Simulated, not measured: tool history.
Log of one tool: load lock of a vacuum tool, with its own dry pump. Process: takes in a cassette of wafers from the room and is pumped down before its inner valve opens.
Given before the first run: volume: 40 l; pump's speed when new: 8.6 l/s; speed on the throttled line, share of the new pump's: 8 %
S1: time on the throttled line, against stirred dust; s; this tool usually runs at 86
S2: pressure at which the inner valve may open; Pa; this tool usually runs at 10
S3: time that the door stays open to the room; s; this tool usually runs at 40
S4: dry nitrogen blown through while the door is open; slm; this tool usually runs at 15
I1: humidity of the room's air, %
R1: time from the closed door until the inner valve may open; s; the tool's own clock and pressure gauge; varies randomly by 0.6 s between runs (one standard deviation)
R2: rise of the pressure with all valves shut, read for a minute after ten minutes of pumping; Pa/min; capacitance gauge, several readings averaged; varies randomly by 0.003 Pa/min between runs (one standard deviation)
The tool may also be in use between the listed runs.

run	day	S1	S2	S3	S4	I1	R1	R2
1	0.000	86	10	40	15	44.5	125.6	0.061
2	3.479	86	10	40	15	45.5	124.3	0.066
3	5.533	86	10	40	17	44.6	125.5	0.068
4	7.217	86	10	40	17	45.3	125.7	0.066
5	9.796	86	10	40	17	44.4	126.0	0.063
6	13.279	86	10	40	15	42.9	124.9	0.069
7	16.717	86	10	40	15	43.8	126.1	0.074
8	20.079	86	10	40	15	47.7	124.8	0.071
9	23.021	86	10	40	15	50.0	126.9	0.079
10	26.188	86	13	40	15	43.9	125.4	0.076
11	29.779	86	13	40	15	49.4	124.6	0.083
12	31.571	86	13	66	15	43.6	124.7	0.088
13	35.129	96	10	40	15	47.6	134.1	0.081
14	37.033	96	10	40	15	43.3	134.7	0.083
15	38.775	86	10	40	15	44.6	125.1	0.085
16	40.558	86	10	40	15	44.6	126.2	0.080
17	44.175	86	10	40	15	45.5	125.6	0.081
18	46.725	86	10	40	15	44.6	126.2	0.085
19	49.162	86	18	40	15	41.3	122.6	0.090
20	50.867	86	18	40	15	45.8	123.5	0.090
21	54.954	86	18	40	15	45.2	123.5	0.099
22	58.688	86	19	40	15	45.8	122.5	0.090
23	61.908	46	7	154	17	47.7	92.8	0.131
24	63.896	46	7	154	17	50.7	91.4	0.137
25	67.833	86	10	56	17	47.3	127.3	0.103
26	70.458	86	10	56	17	45.7	126.5	0.103
27	72.275	53	17	171	23	45.2	93.2	0.129
28	74.225	53	17	171	23	43.2	94.4	0.126
29	76.788	86	10	40	5	47.4	126.2	0.112
30	79.004	86	10	225	5	41.6	127.1	0.172
31	81.954	86	9	40	33	42.3	127.3	0.095
32	83.696	86	8	40	15	46.9	129.2	0.109
33	87.383	67	8	40	5	43.3	110.8	0.115
34	91.467	121	10	40	15	44.1	157.5	0.108
35	94.142	121	10	40	15	45.3	158.8	0.110
36	98.212	121	10	40	15	44.6	159.5	0.111

Run by run, hidden condition taken away, random variation retained:
Hidden state present: pump's speed, % of a new pump's; leak at the door's seal, Pa l/s; drift of the gauge itself on ready_s, %; drift of the gauge itself on rise_pa_min, %.
run	R1	R2
1	122.1	0.027
2	120.7	0.031
3	121.8	0.032
4	122.0	0.029
5	122.2	0.026
6	121.1	0.031
7	122.2	0.034
8	120.9	0.030
9	122.9	0.036
10	121.5	0.031
11	120.6	0.037
12	120.8	0.042
13	129.9	0.033
14	130.5	0.034
15	120.9	0.035
16	121.9	0.029
17	121.3	0.029
18	121.8	0.031
19	118.5	0.034
20	119.3	0.034
21	119.3	0.041
22	118.3	0.031
23	87.3	0.068
24	85.9	0.074
25	122.5	0.040
26	121.6	0.038
27	88.3	0.062
28	89.4	0.059
29	121.3	0.042
30	122.0	0.101
31	122.1	0.024
32	123.9	0.035
33	105.3	0.040
34	152.8	0.031
35	153.9	0.030
36	154.6	0.030

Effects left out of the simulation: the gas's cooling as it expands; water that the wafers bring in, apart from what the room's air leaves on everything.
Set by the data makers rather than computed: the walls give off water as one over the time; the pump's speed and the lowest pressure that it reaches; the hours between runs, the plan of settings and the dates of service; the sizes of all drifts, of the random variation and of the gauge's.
